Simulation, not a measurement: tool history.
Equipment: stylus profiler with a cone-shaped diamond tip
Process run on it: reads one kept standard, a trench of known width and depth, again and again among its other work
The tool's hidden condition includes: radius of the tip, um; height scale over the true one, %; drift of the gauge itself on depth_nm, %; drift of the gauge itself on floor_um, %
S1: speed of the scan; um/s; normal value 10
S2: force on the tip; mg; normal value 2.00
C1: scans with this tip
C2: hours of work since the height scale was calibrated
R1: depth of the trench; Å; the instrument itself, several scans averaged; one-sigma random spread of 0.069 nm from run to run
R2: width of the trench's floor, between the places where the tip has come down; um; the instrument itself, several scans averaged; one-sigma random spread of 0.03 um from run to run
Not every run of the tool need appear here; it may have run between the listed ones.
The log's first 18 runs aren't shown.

run 19 hour=738.8 | S1=10 S2=1.90 | C1=17920 C2=1206 | R1=1002.4 R2=27.97
run 20 hour=793.2 | S1=10 S2=0.97 | C1=18329 C2=1234 | R1=1000.8 R2=27.88
run 21 hour=828.3 | S1=10 S2=0.72 | C1=18593 C2=1251 | R1=1000.2 R2=27.86
run 22 hour=869.2 | S1=22 S2=1.85 | C1=18901 C2=1272 | R1=1003.2 R2=27.86
run 23 hour=926.8 | S1=15 S2=1.85 | C1=19334 C2=1301 | R1=1002.7 R2=27.86
run 24 hour=978.8 | S1=3 S2=3.79 | C1=19725 C2=1328 | R1=1007.2 R2=27.95
run 25 hour=1034.7 | S1=10 S2=0.69 | C1=20146 C2=1356 | R1=999.3 R2=27.84
run 26 hour=1090.9 | S1=10 S2=0.69 | C1=20568 C2=1384 | R1=999.3 R2=27.83
run 27 hour=1140.4 | S1=6 S2=3.59 | C1=20941 C2=1409 | R1=1004.9 R2=27.90

What does the tool deliver on the next run?
-- hour=1148.5 new tip fitted, height scale calibrated
run 28 hour=1194.8 | S1=8 S2=0.73 | C1=348 C2=23 | R1=? R2=?

Run 28 yielded R1 1002.5 Å, R2 28.66 um.
The same run, on a tool lacking any hidden state, would have yielded R1 1003.2 Å, R2 28.70 um.
